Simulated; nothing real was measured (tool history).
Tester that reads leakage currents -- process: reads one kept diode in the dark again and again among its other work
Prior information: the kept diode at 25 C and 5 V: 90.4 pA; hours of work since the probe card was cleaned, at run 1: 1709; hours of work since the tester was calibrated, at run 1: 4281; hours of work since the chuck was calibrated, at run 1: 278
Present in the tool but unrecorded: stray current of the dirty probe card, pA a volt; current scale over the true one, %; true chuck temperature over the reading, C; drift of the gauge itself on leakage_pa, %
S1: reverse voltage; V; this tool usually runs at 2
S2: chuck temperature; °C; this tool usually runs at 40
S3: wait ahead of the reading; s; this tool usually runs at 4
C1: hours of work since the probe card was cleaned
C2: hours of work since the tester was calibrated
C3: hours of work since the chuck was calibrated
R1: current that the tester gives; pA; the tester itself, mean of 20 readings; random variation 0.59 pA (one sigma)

run    hour     S1  S2    S3    C1    C2    C3      R1
  1       0      2  40     4  1709  4281   278  197.71
  2   179.1      2  40     4  1810  4382   379  198.95
  3   407.1      2  40     4  1939  4511   507  197.46
      494.3  -- probe card cleaned and baked
  4   615.5      2  40     4    68  4627   623  198.19
  5   742.6      2  55     4   140  4699   695  614.43
  6   842.5      2  55     4   197  4755   752  614.39
  7     956      2  55     4   261  4819   816   614.4
  8  1159.1      2  55     4   375  4934   930  616.85
  9  1342.8      2  40     4   479  5037  1034  196.88
 10  1440.4      2  40     4   534  5092  1089  197.91
 11  1549.4      2  40     4   596  5154  1150  197.06
 12  1661.4      2  43     4   659  5217  1214  251.24
 13    1783      2  43     4   727  5286  1282  250.79
 14  1903.3   1.72  40     4   795  5354  1350   182.8
 15  2111.5   1.72  40     4   913  5471  1468  182.05
     2330.4  -- tester calibrated
 16  2339.2   4.56  40     4  1040     5  1595  301.55
 17  2557.5      2  40     4  1163   128  1718  198.23
     2773.4  -- chuck's temperature calibrated
 18  2789.1      2  32     4  1293   258     9   102.4
 19  2947.7      2  32     4  1383   347    98  103.19
 20  3149.1      2  32     4  1496   461   212  103.17
 21  3292.4   1.66  24  1.71  1577   542   293   47.36
 22  3501.7  15.51  27  1.71  1695   660   411  195.39
 23  3713.4   3.03  36  2.92  1815   780   531  178.32
 24  3930.2  13.45  25  9.06  1937   902   653  150.81
     4009.7  -- probe card cleaned and baked
 25  4085.3  13.45  25  9.06    43   988   739  150.55
 26  4245.6  13.45  25  9.06   133  1078   829  151.17
 27  4378.8      2  35  2.22   208  1153   904  133.18
 28  4521.6   2.54  53  3.34   289  1234   985  598.57
 29  4682.9  19.87  40     4   380  1325  1076  640.88
 30  4876.9  13.69  41     4   490  1435  1186  572.82
 31  5054.2  13.69  35     4   590  1535  1286  356.32
 32    5284  13.69  35     4   719  1664  1415  354.09
 33  5428.3  13.69  35     4   801  1746  1497  352.98
 34  5642.9  12.61  37  2.99   922  1867  1618  398.57
 35    5797  12.61  37  2.99  1009  1954  1705  400.48
 36  5965.7  13.11  40  0.64  1104  2049  1800  525.58
     6039.8  -- chuck's temperature calibrated
 37  6073.1   1.38  40  0.64  1164  2109    19  162.78

Each row is a separate what-if for the run after 37, all from the same tool condition, not one after another. Results?
  A  6167.4  12.43  29  5.44  1217  2162  72   ?
  B  6167.4    1.1  56  0.54  1217  2162  72   ?
  C  6167.4   6.66  40     4  1217  2162  72   ?

run      R1
  A  205.08
  B  489.72
  C   366.7
Had the tool no hidden state, the same runs would have come out as:
run      R1
  A  205.05
  B  489.69
  C  366.68

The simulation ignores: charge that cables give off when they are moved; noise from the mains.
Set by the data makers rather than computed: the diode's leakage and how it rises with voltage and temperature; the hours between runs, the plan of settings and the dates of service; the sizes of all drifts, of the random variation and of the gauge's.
